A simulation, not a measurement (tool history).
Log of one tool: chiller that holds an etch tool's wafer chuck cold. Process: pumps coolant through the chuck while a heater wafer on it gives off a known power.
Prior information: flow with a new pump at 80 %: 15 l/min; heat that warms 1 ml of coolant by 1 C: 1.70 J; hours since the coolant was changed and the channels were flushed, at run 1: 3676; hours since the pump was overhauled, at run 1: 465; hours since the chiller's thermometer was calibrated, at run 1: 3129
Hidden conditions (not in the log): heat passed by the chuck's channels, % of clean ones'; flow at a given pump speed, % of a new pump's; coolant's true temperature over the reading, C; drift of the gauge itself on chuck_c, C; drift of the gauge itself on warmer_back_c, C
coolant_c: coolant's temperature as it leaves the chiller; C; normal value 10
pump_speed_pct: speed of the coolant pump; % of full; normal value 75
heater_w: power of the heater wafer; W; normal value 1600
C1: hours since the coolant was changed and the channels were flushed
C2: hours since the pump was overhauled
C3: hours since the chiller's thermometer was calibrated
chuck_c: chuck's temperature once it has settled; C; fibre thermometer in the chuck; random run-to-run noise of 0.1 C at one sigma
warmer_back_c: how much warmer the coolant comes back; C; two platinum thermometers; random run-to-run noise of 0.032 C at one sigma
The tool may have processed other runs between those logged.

Run 1, day 0.000: usual settings; C1 3676; C2 465; C3 3129. Result: chuck_c 22.6 C, warmer_back_c 4.08 C.
Run 2, day 3.375: usual settings but heater_w 1290 W; C1 3757; C2 546; C3 3210. Result: chuck_c 20.1 C, warmer_back_c 3.35 C.
Run 3, day 7.808: usual settings but pump_speed_pct 68 % of full; C1 3863; C2 652; C3 3316. Result: chuck_c 23.9 C, warmer_back_c 4.56 C.
Run 4, day 12.612: usual settings; C1 3979; C2 767; C3 3431. Result: chuck_c 22.5 C, warmer_back_c 4.08 C.
Run 5, day 15.304: usual settings but coolant_c 6 C; C1 4043; C2 832; C3 3496. Result: chuck_c 18.6 C, warmer_back_c 4.13 C.
Run 6, day 18.342: usual settings but coolant_c 6 C; C1 4116; C2 905; C3 3569. Result: chuck_c 18.7 C, warmer_back_c 4.12 C.
Run 7, day 23.054: usual settings but coolant_c 6 C; C1 4229; C2 1018; C3 3682. Result: chuck_c 18.7 C, warmer_back_c 4.11 C.
Run 8, day 25.600: usual settings; C1 4290; C2 1079; C3 3743. Result: chuck_c 22.8 C, warmer_back_c 4.13 C.
Run 9, day 28.588: usual settings; C1 4362; C2 1151; C3 3815. Result: chuck_c 22.8 C, warmer_back_c 4.15 C.
Run 10, day 34.117: usual settings; C1 4495; C2 1284; C3 3947. Result: chuck_c 22.7 C, warmer_back_c 4.19 C.
Run 11, day 37.012: usual settings but pump_speed_pct 63 % of full; C1 4564; C2 1353; C3 4017. Result: chuck_c 24.8 C, warmer_back_c 5.02 C.
Run 12, day 41.246: usual settings but pump_speed_pct 70 % of full, heater_w 1674 W; C1 4666; C2 1455; C3 4118. Result: chuck_c 24.0 C, warmer_back_c 4.69 C.
At day 42.842: chiller's thermometer calibrated.
Run 13, day 44.808: usual settings but pump_speed_pct 70 % of full, heater_w 1674 W; C1 4750; C2 1539; C3 47. Result: chuck_c 23.9 C, warmer_back_c 4.70 C.
Run 14, day 47.717: usual settings but pump_speed_pct 70 % of full, heater_w 1674 W; C1 4820; C2 1609; C3 117. Result: chuck_c 23.8 C, warmer_back_c 4.66 C.
Run 15, day 51.542: usual settings but coolant_c 1 C, pump_speed_pct 68 % of full, heater_w 1000 W; C1 4912; C2 1701; C3 209. Result: chuck_c 9.6 C, warmer_back_c 2.90 C.
Run 16, day 56.658: usual settings but coolant_c 1 C, pump_speed_pct 99 % of full, heater_w 2279 W; C1 5035; C2 1823; C3 332. Result: chuck_c 15.6 C, warmer_back_c 4.41 C.
Run 17, day 59.504: usual settings but coolant_c 13 C, pump_speed_pct 84 % of full, heater_w 913 W; C1 5103; C2 1892; C3 400. Result: chuck_c 19.7 C, warmer_back_c 2.10 C.
Run 18, day 64.850: usual settings but pump_speed_pct 63 % of full; C1 5231; C2 2020; C3 528. Result: chuck_c 24.6 C, warmer_back_c 5.09 C.
Run 19, day 69.125: usual settings but coolant_c 19 C, pump_speed_pct 99 % of full, heater_w 1188 W; C1 5334; C2 2123; C3 631. Result: chuck_c 26.7 C, warmer_back_c 2.33 C.
Run 20, day 72.038: usual settings but coolant_c 12 C, pump_speed_pct 82 % of full, heater_w 835 W; C1 5404; C2 2193; C3 701. Result: chuck_c 18.4 C, warmer_back_c 2.00 C.
Run 21, day 76.238: usual settings but pump_speed_pct 60 % of full, heater_w 1245 W; C1 5505; C2 2293; C3 802. Result: chuck_c 21.9 C, warmer_back_c 4.17 C.
Run 22, day 78.883: usual settings but pump_speed_pct 60 % of full, heater_w 1245 W; C1 5568; C2 2357; C3 865. Result: chuck_c 22.0 C, warmer_back_c 4.16 C.

Results per run with the tool's hidden condition removed, run-to-run variation unchanged:
run  chuck_c  warmer_back_c
  1     21.7           4.03
  2     19.3           3.30
  3     22.8           4.49
  4     21.4           4.00
  5     17.6           4.05
  6     17.6           4.04
  7     17.5           4.02
  8     21.7           4.04
  9     21.5           4.06
 10     21.4           4.08
 11     23.3           4.89
 12     22.6           4.55
 13     22.9           4.55
 14     22.8           4.51
 15      8.9           2.81
 16     14.4           4.25
 17     19.1           2.02
 18     23.3           4.89
 19     25.9           2.24
 20     17.7           1.91
 21     20.7           3.99
 22     20.8           3.97
